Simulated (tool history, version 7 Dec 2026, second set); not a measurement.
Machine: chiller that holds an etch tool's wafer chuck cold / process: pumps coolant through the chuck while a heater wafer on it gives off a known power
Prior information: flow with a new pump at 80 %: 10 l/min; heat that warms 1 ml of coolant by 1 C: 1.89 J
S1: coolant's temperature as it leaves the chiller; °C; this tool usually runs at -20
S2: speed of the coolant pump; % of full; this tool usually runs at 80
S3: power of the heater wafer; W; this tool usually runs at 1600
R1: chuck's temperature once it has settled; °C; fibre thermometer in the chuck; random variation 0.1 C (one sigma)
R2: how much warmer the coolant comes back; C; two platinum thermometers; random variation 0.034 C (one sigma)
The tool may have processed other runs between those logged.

run    hour   S1  S2    S3     R1    R2
  1       0  -20  80  1600   -3.3  5.07
  2    59.5  -20  80  1600   -3.3  4.99
  3   150.2  -20  80  1600   -3.4  5.02
  4   187.8  -20  80  1600   -3.3  5.01
      216.7  -- coolant changed, channels flushed
  5   234.7  -20  80  2059    1.6  6.53
  6   304.7  -12  80  1600    4.5  4.94
  7   354.8  -12  80  1600    4.6  4.99
  8   424.4  -20  80  1600   -3.3  4.98
  9   500.1  -20  80  1600   -3.4  4.97
 10   538.6  -28  80  1600  -11.4   4.9
 11   596.4  -28  80  1600  -11.4  4.95
 12   682.8  -28  80  1600  -11.3  4.95
 13     756  -28  80  1600  -11.5  4.92
 14   831.4  -28  80  1600  -11.4  4.93
 15   895.4  -28  80  1600  -11.5   4.9
 16   932.7  -11  89  1600    4.6  4.35
 17  1001.2  -26  67  1600   -7.6  5.87
 18  1039.3  -25  96  1057  -15.2  2.64
 19  1076.7  -17  66  1600    1.5  5.98
 20  1145.1  -22  65  1235   -7.8  4.58
 21    1218  -10  73  2272   14.7   7.6
 22  1265.4  -10  73  2272   14.9   7.6
 23  1303.5  -29  69   844  -19.6   2.8
 24  1354.6  -20  90  1600   -4.5  4.24
 25  1404.9  -21  65  1334   -5.4  4.86
 26  1479.8  -17  71  2087    6.2  7.13
 27    1556  -17  71  2087      6  7.08
 28  1601.2  -15  97   898   -6.4  2.04
 29  1641.8  -10  62  2181   16.3  8.56

Alternative continuations, all from the tool just after run 29; predict every row:
  A  1705.4  -15  62   899   ?   ?
  B  1705.4  -27  63  2150   ?   ?
  C  1705.4  -13  68  2181   ?   ?

run    R1    R2
  A  -4.3  3.33
  B  -1.3  8.21
  C  11.9  7.76
Without the tool's unlogged condition, the same runs would have read:
run    R1    R2
  A  -4.3  3.67
  B  -1.4  8.54
  C  11.9  8.09

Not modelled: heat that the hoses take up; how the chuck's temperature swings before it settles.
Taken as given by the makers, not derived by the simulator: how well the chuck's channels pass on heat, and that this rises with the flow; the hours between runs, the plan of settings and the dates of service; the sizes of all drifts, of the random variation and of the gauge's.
